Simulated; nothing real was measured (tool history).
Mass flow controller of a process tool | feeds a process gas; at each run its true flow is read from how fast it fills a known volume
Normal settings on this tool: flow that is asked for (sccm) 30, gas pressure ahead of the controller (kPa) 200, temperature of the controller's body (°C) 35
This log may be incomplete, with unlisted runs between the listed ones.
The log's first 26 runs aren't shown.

| run | hour | flow that is asked for (sccm) | gas pressure ahead of the controller (kPa) | temperature of the controller's body (°C) | true flow (%) |
|---|---|---|---|---|---|
| 27 | 2625.0 | 30 | 272 | 29 | 99.00 |
| 28 | 2730.2 | 30 | 272 | 29 | 98.84 |
| 29 | 2879.1 | 30 | 203 | 26 | 98.29 |
| 30 | 2993.8 | 30 | 203 | 26 | 98.12 |
| 31 | 3132.0 | 30 | 203 | 26 | 97.94 |
| 32 | 3200.1 | 30 | 203 | 26 | 97.82 |
| 33 | 3266.7 | 10 | 172 | 35 | 98.41 |
|  | 3279.8 | gauge calibrated |
| 34 | 3350.9 | 5 | 200 | 34 | 99.98 |
| 35 | 3482.5 | 5 | 200 | 34 | 99.72 |
| 36 | 3568.5 | 12 | 200 | 27 | 99.02 |
| 37 | 3686.2 | 12 | 200 | 27 | 98.78 |
| 38 | 3747.1 | 16 | 200 | 30 | 99.03 |

What if the next run were any one of these 4? Each begins from the tool's condition after run 38:
| A | 3829.7 | 14 | 198 | 28 | ? |
| B | 3829.7 | 16 | 197 | 35 | ? |
| C | 3829.7 | 5 | 176 | 35 | ? |
| D | 3829.7 | 16 | 195 | 21 | ? |

| run | true flow (%) |
|---|---|
| A | 98.79 |
| B | 99.65 |
| C | 99.50 |
| D | 98.11 |
Take away the tool's hidden state, keep each run's random variation, and the runs would have read:
| run | true flow (%) |
|---|---|
| A | 99.58 |
| B | 100.45 |
| C | 100.32 |
| D | 98.90 |
